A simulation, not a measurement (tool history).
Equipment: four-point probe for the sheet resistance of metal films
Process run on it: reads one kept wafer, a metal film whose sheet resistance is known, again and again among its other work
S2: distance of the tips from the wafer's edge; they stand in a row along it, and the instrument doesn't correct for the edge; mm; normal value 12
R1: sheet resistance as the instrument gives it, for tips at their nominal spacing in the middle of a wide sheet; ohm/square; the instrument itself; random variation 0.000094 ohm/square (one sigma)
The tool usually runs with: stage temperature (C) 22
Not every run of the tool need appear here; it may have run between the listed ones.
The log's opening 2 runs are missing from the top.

{"run": 3, "hour": 31.8, "stage temperature (C)": 22, "S2": 12, "R1": 0.466806}
{"run": 4, "hour": 44.0, "stage temperature (C)": 22, "S2": 41, "R1": 0.466274}
{"run": 5, "hour": 56.5, "stage temperature (C)": 19, "S2": 41, "R1": 0.466533}
{"run": 6, "hour": 75.9, "stage temperature (C)": 19, "S2": 41, "R1": 0.466527}
{"run": 7, "hour": 96.2, "stage temperature (C)": 22, "S2": 12, "R1": 0.46653}
{"run": 8, "hour": 106.9, "stage temperature (C)": 22, "S2": 12, "R1": 0.466587}
{"run": 9, "hour": 126.0, "stage temperature (C)": 22, "S2": 12, "R1": 0.466461}
{"run": 10, "hour": 144.8, "stage temperature (C)": 22, "S2": 12, "R1": 0.466496}
{"run": 11, "hour": 164.6, "stage temperature (C)": 22, "S2": 12, "R1": 0.466468}
{"run": 12, "hour": 184.3, "stage temperature (C)": 22, "S2": 12, "R1": 0.466518}
{"run": 13, "hour": 207.0, "stage temperature (C)": 22, "S2": 12, "R1": 0.466471}
{"run": 14, "hour": 222.7, "stage temperature (C)": 33, "S2": 12, "R1": 0.465262}
{"run": 15, "hour": 234.7, "stage temperature (C)": 33, "S2": 12, "R1": 0.465418}
{"run": 16, "hour": 249.1, "stage temperature (C)": 34, "S2": 12, "R1": 0.465319}
{"run": 17, "hour": 267.1, "stage temperature (C)": 33, "S2": 12, "R1": 0.465231}
{"run": 18, "hour": 288.2, "stage temperature (C)": 22, "S2": 12, "R1": 0.466214}
{"run": 19, "hour": 301.2, "stage temperature (C)": 22, "S2": 12, "R1": 0.46629}
{"run": 20, "hour": 314.8, "stage temperature (C)": 22, "S2": 12, "R1": 0.466181}
{"run": 21, "hour": 328.8, "stage temperature (C)": 22, "S2": 12, "R1": 0.466218}
{"run": 22, "hour": 339.3, "stage temperature (C)": 19, "S2": 31, "R1": 0.466048}
{"run": 23, "hour": 356.5, "stage temperature (C)": 34, "S2": 8, "R1": 0.465753}
{"run": 24, "hour": 370.4, "stage temperature (C)": 22, "S2": 44, "R1": 0.465579}
{"run": 25, "hour": 382.3, "stage temperature (C)": 30, "S2": 20, "R1": 0.46523}
{"run": 26, "hour": 392.9, "stage temperature (C)": 19, "S2": 9, "R1": 0.466644}

Predict the results of run 27:
{"run": 27, "hour": 403.0, "stage temperature (C)": 19, "S2": 4, "R1": "?"}

For run 27 the tool returned R1 0.469802 ohm/square.
Were there no unlogged condition in the tool, this run, its random variation unchanged, would have produced R1 0.472772 ohm/square.
